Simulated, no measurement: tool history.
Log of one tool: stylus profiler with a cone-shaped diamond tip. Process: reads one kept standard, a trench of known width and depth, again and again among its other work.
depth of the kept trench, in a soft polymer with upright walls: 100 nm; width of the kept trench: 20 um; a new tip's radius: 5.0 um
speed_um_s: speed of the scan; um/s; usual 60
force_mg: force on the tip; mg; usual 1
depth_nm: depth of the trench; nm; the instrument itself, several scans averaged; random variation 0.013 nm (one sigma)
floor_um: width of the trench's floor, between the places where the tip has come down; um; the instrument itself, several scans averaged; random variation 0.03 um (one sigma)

run,hour,speed_um_s,force_mg,depth_nm,floor_um
1,0,60,1,100.85,17.74
2,15.2,60,1,100.84,17.67
3,24.2,60,1,100.85,17.68
4,39.5,101,1,100.88,17.46
5,53.6,76,1,100.84,17.61
6,69.8,76,1,100.85,17.54
7,85.9,76,1,100.85,17.61
8,93.8,29,1,100.84,17.79
9,102.7,60,0.5,100.54,17.6
10,110.7,60,1,100.86,17.67
11,118.2,60,1,100.85,17.64
12,127.9,60,1,100.87,17.69
13,139.7,60,1,100.85,17.66
14,149.9,44,1,100.87,17.73
15,162.8,60,1,100.85,17.67
16,172.5,60,0.38,100.45,17.46
17,181.4,60,0.38,100.42,17.46
18,191,60,1,100.84,17.64
19,199.7,60,1,100.86,17.72
20,210.9,60,1,100.82,17.62
21,222,32,1,100.84,17.81
22,232.6,32,1,100.85,17.83
23,245.9,32,1,100.84,17.82
24,259.5,32,1,100.85,17.78
25,275,32,1,100.83,17.85
26,282.3,32,1,100.85,17.83
# hour 283.7: height scale calibrated on a step standard
27,296,103,0.98,100.8,17.41
28,309.6,103,0.98,100.82,17.39
# hour 320.1: height scale calibrated on a step standard, once more
29,321.4,45,0.98,100.9,17.73
30,330.4,60,1.17,100.99,17.68
31,344.9,60,1.17,101,17.69
32,356.4,60,1.17,100.99,17.67
33,366.4,60,1.17,100.98,17.67
34,382.2,60,1.17,100.99,17.67
35,397.2,60,1.17,101.02,17.65
36,408.9,40,2.3,101.55,17.82
37,422.5,76,0.77,100.76,17.52
38,435.5,76,0.77,100.76,17.49
39,446.9,108,0.85,100.81,17.22
40,455.5,19,2.7,101.71,17.89

Forecast each of these 4 alternatives for the next run:
A,465.4,133,0.36,?,?
B,465.4,90,0.45,?,?
C,465.4,47,1.13,?,?
D,465.4,28,2.49,?,?

run,depth_nm,floor_um
A,100.46,16.69
B,100.53,17.27
C,100.96,17.68
D,101.62,17.87
Without the tool's hidden state the same runs would have given:
run,depth_nm,floor_um
A,100.44,16.73
B,100.51,17.32
C,100.94,17.72
D,101.6,17.91

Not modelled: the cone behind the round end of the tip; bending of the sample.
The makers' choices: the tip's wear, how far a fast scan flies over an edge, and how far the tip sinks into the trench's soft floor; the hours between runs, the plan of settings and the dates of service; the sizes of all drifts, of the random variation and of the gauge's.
